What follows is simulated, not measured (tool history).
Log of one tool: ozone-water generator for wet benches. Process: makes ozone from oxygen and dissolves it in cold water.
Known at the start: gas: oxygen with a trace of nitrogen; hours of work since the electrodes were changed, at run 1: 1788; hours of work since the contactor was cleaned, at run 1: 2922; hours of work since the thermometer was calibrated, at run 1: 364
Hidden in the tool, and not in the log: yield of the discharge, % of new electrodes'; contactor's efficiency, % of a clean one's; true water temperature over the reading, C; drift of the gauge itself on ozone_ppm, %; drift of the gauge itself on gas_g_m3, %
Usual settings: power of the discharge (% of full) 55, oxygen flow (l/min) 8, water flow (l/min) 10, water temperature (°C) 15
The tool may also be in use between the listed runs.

run,day,power of the discharge (% of full),oxygen flow (l/min),water flow (l/min),water temperature (°C),hours of work since the electrodes were changed,hours of work since the contactor was cleaned,hours of work since the thermometer was calibrated,dissolved ozone (ppm),ozone in the gas ahead of the water (g/m3)
1,0,55,8,10,15,1788,2922,364,27,140.2
2,2.938,55,8,10,15,1834,2968,410,27,138.9
3,6.062,55,8,10,15,1882,3017,459,26.9,137.4
4,9.183,55,8,9,15,1931,3065,508,28.6,136.7
5,12.008,55,8,9,15,1975,3109,552,28.1,139.4
6,14.388,55,8,10,22,2012,3146,589,22.7,138.6
7,16.583,55,8,10,22,2046,3181,623,22.5,140.5
8,19.746,55,8,10,22,2096,3230,672,22.8,138.5
9,22.662,55,8,10,8,2141,3275,718,31,138.2
10,24.658,55,8,10,8,2172,3306,749,30.8,137.8
11,27.021,55,8,10,15,2209,3343,786,26.2,137.4
12,30.45,66,14.32,6,13,2263,3397,839,31.2,110.2
13,32.696,66,6.4,9,12,2298,3432,874,36.5,178.8
14,34.333,70,8,15,19,2323,3457,900,22.4,163.2
15,37.808,55,8,7,15,2377,3511,954,31.6,136.2
16,39.546,81,5.01,10,10,2404,3539,981,42.6,237.5
17,43.325,55,8,10,15,2463,3597,1040,26.3,137.2

Alternative continuations, all from the tool just after run 17; predict every row:
A,45.875,55,4.89,7,17,2503,3637,1080,?,?
B,45.875,55,8,10,7,2503,3637,1080,?,?
C,45.875,69,8,9,19,2503,3637,1080,?,?
D,45.875,46,4.57,10,23,2503,3637,1080,?,?
E,45.875,56,8,10,11,2503,3637,1080,?,?

run,dissolved ozone (ppm),ozone in the gas ahead of the water (g/m3)
A,35.5,186.6
B,31.4,137.9
C,29.7,161.2
D,22.9,171.5
E,29.4,139.5
Without the tool's hidden state the same runs would have given:
run,dissolved ozone (ppm),ozone in the gas ahead of the water (g/m3)
A,37.5,193.5
B,33.4,143
C,31.8,168.3
D,24.2,176.8
E,31.2,144.7

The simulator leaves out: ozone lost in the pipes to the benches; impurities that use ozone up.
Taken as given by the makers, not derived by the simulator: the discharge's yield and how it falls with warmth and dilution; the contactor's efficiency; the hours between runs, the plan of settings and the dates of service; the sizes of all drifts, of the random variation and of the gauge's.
